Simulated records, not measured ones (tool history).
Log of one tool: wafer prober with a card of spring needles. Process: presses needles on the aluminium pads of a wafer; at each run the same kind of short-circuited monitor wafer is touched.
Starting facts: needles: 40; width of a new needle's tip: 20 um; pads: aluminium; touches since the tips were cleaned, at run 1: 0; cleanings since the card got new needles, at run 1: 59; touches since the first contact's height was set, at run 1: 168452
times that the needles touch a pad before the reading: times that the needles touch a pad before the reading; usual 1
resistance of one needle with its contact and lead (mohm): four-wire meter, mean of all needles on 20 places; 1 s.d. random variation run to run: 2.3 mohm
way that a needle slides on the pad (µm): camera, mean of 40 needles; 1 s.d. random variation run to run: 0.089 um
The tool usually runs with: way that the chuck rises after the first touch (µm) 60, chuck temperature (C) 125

run,hour,way that the chuck rises after the first touch (µm),chuck temperature (C),times that the needles touch a pad before the reading,touches since the tips were cleaned,cleanings since the card got new needles,touches since the first contact's height was set,resistance of one needle with its contact and lead (mohm),way that a needle slides on the pad (µm)
1,0,60,125,1,0,59,168452,262,16.75
# hour 9: tips cleaned on abrasive film
# hour 18.6: tips cleaned on abrasive film
2,24.7,60,125,1,3766,61,183532,267,16.7
# hour 28.2: tips cleaned on abrasive film
# hour 37.2: tips cleaned on abrasive film
3,37.2,60,125,1,0,63,191103,261,16.67
# hour 46.9: tips cleaned on abrasive film
4,49,60,78,1,1305,64,198351,246,16.62
# hour 52.8: height of the first contact set anew
# hour 55.8: tips cleaned on abrasive film
5,62.4,60,78,1,4040,65,5809,251,16.65
# hour 65.5: tips cleaned on abrasive film
6,73.4,60,78,1,4895,66,12581,250,16.71
# hour 74.8: tips cleaned on abrasive film
# hour 84.4: tips cleaned on abrasive film
# hour 93.3: tips cleaned on abrasive film
7,97,60,78,1,2328,69,26928,246,16.66
# hour 102.1: tips cleaned on abrasive film
# hour 111.4: tips cleaned on abrasive film
8,115.5,73,78,1,2522,71,38176,243,20.37
# hour 120.7: tips cleaned on abrasive film
# hour 130.4: tips cleaned on abrasive film
9,130.5,60,42,1,61,73,47312,238,16.89
# hour 140.7: tips cleaned on abrasive film
10,148.6,60,42,1,4909,74,58415,241,16.82
# hour 150.8: tips cleaned on abrasive film
# hour 160.4: tips cleaned on abrasive film
11,164.9,79,42,1,2815,76,68340,234,22.26
# hour 169.8: tips cleaned on abrasive film
# hour 178.9: tips cleaned on abrasive film
# hour 187.6: tips cleaned on abrasive film
12,187.6,79,42,1,0,79,82125,231,22.31
# hour 196.9: tips cleaned on abrasive film
# hour 206.2: tips cleaned on abrasive film
13,210.4,79,42,1,2614,81,96045,232,22.16
# hour 215.7: tips cleaned on abrasive film
# hour 225.5: tips cleaned on abrasive film
14,231.8,60,45,1,3865,83,109111,241,16.94
# hour 234.7: tips cleaned on abrasive film
# hour 243.4: tips cleaned on abrasive film
15,244.7,43,39,2,791,85,116919,250,12.31
# hour 252.3: tips cleaned on abrasive film
# hour 261.5: tips cleaned on abrasive film
16,264.1,55,31,1,1610,87,128745,237,15.66
# hour 269.9: gauge calibrated
# hour 270: tips cleaned on abrasive film
17,274.9,55,31,1,2998,88,135340,237,15.19
# hour 279.6: tips cleaned on abrasive film
# hour 289.3: tips cleaned on abrasive film
# hour 298.6: tips cleaned on abrasive film
18,299.8,45,125,1,730,91,150519,266,12.55
# hour 309: tips cleaned on abrasive film
# hour 318: tips cleaned on abrasive film
19,318,43,35,2,0,93,161596,246,11.93
# hour 327.4: tips cleaned on abrasive film
# hour 336.8: tips cleaned on abrasive film
20,341.2,54,27,2,2685,95,175777,238,14.88
# hour 346.5: tips cleaned on abrasive film
# hour 356.9: tips cleaned on abrasive film
21,362.6,44,49,3,3487,97,188846,249,12.35
# hour 366.3: tips cleaned on abrasive film
# hour 375.2: tips cleaned on abrasive film
# hour 382.2: height of the first contact set anew
# hour 385.1: tips cleaned on abrasive film
22,385.3,74,31,1,118,100,1880,229,20.66
# hour 393.9: tips cleaned on abrasive film
# hour 404: tips cleaned on abrasive film
23,406.7,72,65,1,1655,102,14922,243,20.21
# hour 413.5: tips cleaned on abrasive film
# hour 422.7: tips cleaned on abrasive film
24,422.7,72,65,1,0,104,24666,246,20.24

Below are 4 alternative next runs, each starting from the tool's condition after run 24. Predict each:
# hour 431.8: tips cleaned on abrasive film
# hour 440.9: tips cleaned on abrasive film
A,445.8,56,54,1,3063,106,38801,?,?
# hour 431.8: tips cleaned on abrasive film
# hour 440.9: tips cleaned on abrasive film
B,445.8,72,105,1,3063,106,38801,?,?
# hour 431.8: tips cleaned on abrasive film
# hour 440.9: tips cleaned on abrasive film
C,445.8,67,34,1,3063,106,38801,?,?
# hour 431.8: tips cleaned on abrasive film
# hour 440.9: tips cleaned on abrasive film
D,445.8,72,65,1,3063,106,38801,?,?

run,resistance of one needle with its contact and lead (mohm),way that a needle slides on the pad (µm)
A,244,15.79
B,251,20.36
C,234,18.9
D,243,20.2
What these runs would have given with no unlogged condition in the tool:
run,resistance of one needle with its contact and lead (mohm),way that a needle slides on the pad (µm)
A,244,15.51
B,251,20
C,233,18.55
D,242,19.83

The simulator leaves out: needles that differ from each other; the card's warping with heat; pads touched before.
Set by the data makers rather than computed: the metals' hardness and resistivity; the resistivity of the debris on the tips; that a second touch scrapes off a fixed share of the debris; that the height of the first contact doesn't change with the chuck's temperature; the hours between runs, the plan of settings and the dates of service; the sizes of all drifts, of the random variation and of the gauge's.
